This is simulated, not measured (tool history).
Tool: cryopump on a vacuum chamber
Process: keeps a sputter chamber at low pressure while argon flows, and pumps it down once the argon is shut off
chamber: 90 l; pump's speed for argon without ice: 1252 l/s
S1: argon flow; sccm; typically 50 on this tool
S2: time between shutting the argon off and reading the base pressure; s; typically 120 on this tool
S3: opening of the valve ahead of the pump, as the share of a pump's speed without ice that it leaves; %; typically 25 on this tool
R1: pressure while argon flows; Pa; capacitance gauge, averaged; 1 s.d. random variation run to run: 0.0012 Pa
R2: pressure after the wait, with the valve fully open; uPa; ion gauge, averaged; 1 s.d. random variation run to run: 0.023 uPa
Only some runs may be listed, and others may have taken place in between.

Run 1, day 0.000: usual settings. Result: R1 0.2867 Pa, R2 1.47 uPa.
Run 2, day 3.683: usual settings. Result: R1 0.2884 Pa, R2 1.52 uPa.
Run 3, day 5.850: usual settings but S1 55 sccm. Result: R1 0.3208 Pa, R2 1.59 uPa.
Run 4, day 7.662: usual settings but S1 55 sccm. Result: R1 0.3219 Pa, R2 1.64 uPa.
Run 5, day 9.688: usual settings but S1 55 sccm, S2 74 s. Result: R1 0.3225 Pa, R2 1.99 uPa.
Run 6, day 11.733: usual settings but S1 55 sccm, S2 74 s. Result: R1 0.3265 Pa, R2 2.07 uPa.
Run 7, day 13.962: usual settings but S1 85 sccm, S2 74 s. Result: R1 0.5026 Pa, R2 2.11 uPa.
Run 8, day 15.829: usual settings but S1 85 sccm, S2 74 s. Result: R1 0.5064 Pa, R2 2.14 uPa.
Run 9, day 17.904: usual settings but S1 85 sccm, S2 74 s. Result: R1 0.5106 Pa, R2 2.20 uPa.
At day 18.604: pump warmed up, emptied and cooled again.
Run 10, day 19.958: usual settings but S3 35 %. Result: R1 0.1945 Pa, R2 1.45 uPa.
At day 22.962: leaking fittings of the chamber tightened, without venting.
Run 11, day 23.646: usual settings but S3 35 %. Result: R1 0.1966 Pa, R2 0.86 uPa.
Run 12, day 27.408: usual settings but S3 35 %. Result: R1 0.1997 Pa, R2 0.90 uPa.
Run 13, day 30.629: usual settings but S3 58 %. Result: R1 0.1238 Pa, R2 0.89 uPa.
Run 14, day 34.196: usual settings but S1 42 sccm, S3 51 %. Result: R1 0.1202 Pa, R2 1.02 uPa.
Run 15, day 36.700: usual settings but S1 27 sccm, S2 70 s, S3 16 %. Result: R1 0.2307 Pa, R2 1.39 uPa.
Run 16, day 39.946: usual settings but S1 26 sccm, S2 35 s, S3 46 %. Result: R1 0.0817 Pa, R2 2.38 uPa.
Run 17, day 43.546: usual settings but S1 78 sccm, S2 52 s, S3 19 %. Result: R1 0.5759 Pa, R2 1.80 uPa.
Run 18, day 46.629: usual settings but S1 78 sccm, S2 89 s, S3 19 %. Result: R1 0.5800 Pa, R2 1.26 uPa.
Run 19, day 48.508: usual settings but S1 20 sccm, S2 32 s, S3 45 %. Result: R1 0.0671 Pa, R2 2.66 uPa.
Run 20, day 51.008: usual settings but S1 53 sccm, S2 180 s, S3 18 %. Result: R1 0.4194 Pa, R2 1.00 uPa.
Run 21, day 53.571: usual settings but S1 97 sccm, S2 226 s, S3 49 %. Result: R1 0.3104 Pa, R2 0.98 uPa.
Run 22, day 56.100: usual settings but S1 61 sccm, S2 194 s. Result: R1 0.3582 Pa, R2 1.04 uPa.
Run 23, day 59.162: usual settings but S2 148 s, S3 26 %. Result: R1 0.2849 Pa, R2 1.18 uPa.

For run 24, what comes out?
Run 24, day 62.233: usual settings but S1 40 sccm, S2 148 s, S3 21 %. Result: R1 ?, R2 ?.

R1: 0.2791 Pa
R2: 1.22 uPa
On a tool with no hidden condition, and with the same random variation, this run would have come out at R1 0.2559 Pa, R2 0.70 uPa.
